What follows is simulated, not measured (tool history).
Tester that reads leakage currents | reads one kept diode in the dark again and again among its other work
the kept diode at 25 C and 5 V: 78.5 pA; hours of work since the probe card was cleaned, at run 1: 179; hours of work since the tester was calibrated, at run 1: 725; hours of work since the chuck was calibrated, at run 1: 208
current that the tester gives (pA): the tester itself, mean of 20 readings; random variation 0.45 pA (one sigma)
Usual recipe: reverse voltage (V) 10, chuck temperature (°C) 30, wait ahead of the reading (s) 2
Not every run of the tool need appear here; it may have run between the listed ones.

| run | hour | reverse voltage (V) | chuck temperature (°C) | wait ahead of the reading (s) | hours of work since the probe card was cleaned | hours of work since the tester was calibrated | hours of work since the chuck was calibrated | current that the tester gives (pA) |
|---|---|---|---|---|---|---|---|---|
| 1 | 0 | 10 | 30 | 2 | 179 | 725 | 208 | 150.88 |
| 2 | 36.6 | 10 | 30 | 2 | 194 | 740 | 223 | 149.86 |
| 3 | 64.9 | 10 | 30 | 2 | 205 | 751 | 234 | 151.06 |
| 4 | 111 | 10 | 30 | 2 | 224 | 770 | 252 | 151.14 |
| 5 | 152.7 | 10 | 30 | 3.1 | 240 | 786 | 269 | 150.5 |
| 6 | 203.2 | 10 | 54 | 2 | 261 | 807 | 289 | 899.81 |
| 7 | 241.8 | 10 | 54 | 2 | 276 | 822 | 305 | 894.07 |
| 8 | 290.5 | 10 | 54 | 2 | 296 | 842 | 324 | 898.28 |
| 9 | 339.1 | 10 | 46 | 2 | 315 | 861 | 344 | 507.16 |
| 10 | 386.7 | 10 | 46 | 2 | 334 | 880 | 363 | 508.35 |
| 11 | 410 | 10 | 46 | 2 | 343 | 889 | 372 | 510.58 |
| 12 | 461.5 | 10 | 46 | 2 | 364 | 910 | 393 | 506.63 |
| 13 | 503.9 | 10 | 27 | 2 | 381 | 927 | 410 | 119.31 |
| 14 | 536.8 | 10 | 27 | 2.17 | 394 | 940 | 423 | 118.72 |
| 15 | 562 | 10 | 27 | 2.17 | 404 | 950 | 433 | 119.43 |
| 16 | 607.1 | 10 | 32 | 2 | 422 | 968 | 451 | 176.69 |
| 17 | 647.3 | 10 | 32 | 2 | 438 | 984 | 467 | 176.66 |
| 18 | 681.7 | 10 | 32 | 2 | 452 | 998 | 481 | 176.54 |
| 19 | 732 | 10 | 32 | 2 | 472 | 1018 | 501 | 176.34 |
| 20 | 771.2 | 10 | 30 | 2 | 488 | 1034 | 517 | 150.57 |
| 21 | 794.2 | 10 | 30 | 2 | 497 | 1043 | 526 | 151.27 |
| 22 | 827.2 | 10 | 30 | 2 | 510 | 1056 | 539 | 151.57 |
| 23 | 880.1 | 14.5 | 30 | 0.61 | 532 | 1078 | 560 | 177.15 |
|  | 886.5 | chuck's temperature calibrated |
| 24 | 910.8 | 10 | 26 | 0.45 | 543 | 1089 | 10 | 115.24 |
| 25 | 960.4 | 3.1 | 30 | 7.38 | 563 | 1109 | 30 | 102.19 |
| 26 | 1006 | 9.1 | 45 | 2 | 581 | 1127 | 48 | 453.32 |
| 27 | 1038.6 | 7.9 | 40 | 5.68 | 594 | 1140 | 61 | 301.11 |
|  | 1067.8 | chuck's temperature calibrated, once more |
| 28 | 1072.3 | 9.9 | 24 | 2 | 607 | 1153 | 2 | 94.25 |
| 29 | 1103.9 | 9.9 | 24 | 2 | 620 | 1166 | 14 | 95.33 |
| 30 | 1129.7 | 9.9 | 22 | 2 | 630 | 1176 | 25 | 80.9 |
| 31 | 1172.6 | 9.9 | 25 | 9.26 | 647 | 1193 | 42 | 100.9 |
| 32 | 1213 | 9.9 | 25 | 9.26 | 663 | 1209 | 58 | 101.34 |
| 33 | 1259.7 | 9.9 | 25 | 9.26 | 682 | 1228 | 77 | 101.38 |
| 34 | 1299.3 | 1.4 | 21 | 2 | 698 | 1244 | 93 | 38.46 |
| 35 | 1352.6 | 17.1 | 22 | 2 | 719 | 1265 | 114 | 99.28 |
| 36 | 1393.7 | 17.1 | 22 | 2 | 736 | 1282 | 131 | 98.73 |
| 37 | 1435.5 | 5.5 | 38 | 0.41 | 753 | 1298 | 147 | 236.93 |
| 38 | 1488 | 5.5 | 38 | 0.41 | 774 | 1320 | 168 | 236.21 |
| 39 | 1512.4 | 3.7 | 38 | 0.41 | 783 | 1329 | 178 | 208.13 |
| 40 | 1557.6 | 11 | 35 | 2 | 801 | 1347 | 196 | 233.08 |
| 41 | 1588.1 | 2.1 | 27 | 2 | 814 | 1360 | 208 | 72.19 |

Results per run with the tool's hidden condition removed, run-to-run variation unchanged:
Hidden state at play: stray current of the dirty probe card, pA a volt; current scale over the true one, %; true chuck temperature over the reading, C; drift of the gauge itself on leakage_pa, %.
| run | current that the tester gives (pA) |
|---|---|
| 1 | 148.78 |
| 2 | 147.76 |
| 3 | 148.93 |
| 4 | 148.98 |
| 5 | 148.32 |
| 6 | 892.75 |
| 7 | 887.22 |
| 8 | 891.54 |
| 9 | 502.87 |
| 10 | 504.15 |
| 11 | 506.42 |
| 12 | 502.62 |
| 13 | 117.09 |
| 14 | 116.48 |
| 15 | 117.16 |
| 16 | 174.19 |
| 17 | 174.14 |
| 18 | 174 |
| 19 | 173.78 |
| 20 | 148.06 |
| 21 | 148.75 |
| 22 | 149.02 |
| 23 | 173.42 |
| 24 | 113 |
| 25 | 101.68 |
| 26 | 451.83 |
| 27 | 299.77 |
| 28 | 90.49 |
| 29 | 91.51 |
| 30 | 77.21 |
| 31 | 96.98 |
| 32 | 97.37 |
| 33 | 97.36 |
| 34 | 37.64 |
| 35 | 92.89 |
| 36 | 92.28 |
| 37 | 233.02 |
| 38 | 232.34 |
| 39 | 205.12 |
| 40 | 227.35 |
| 41 | 70.89 |
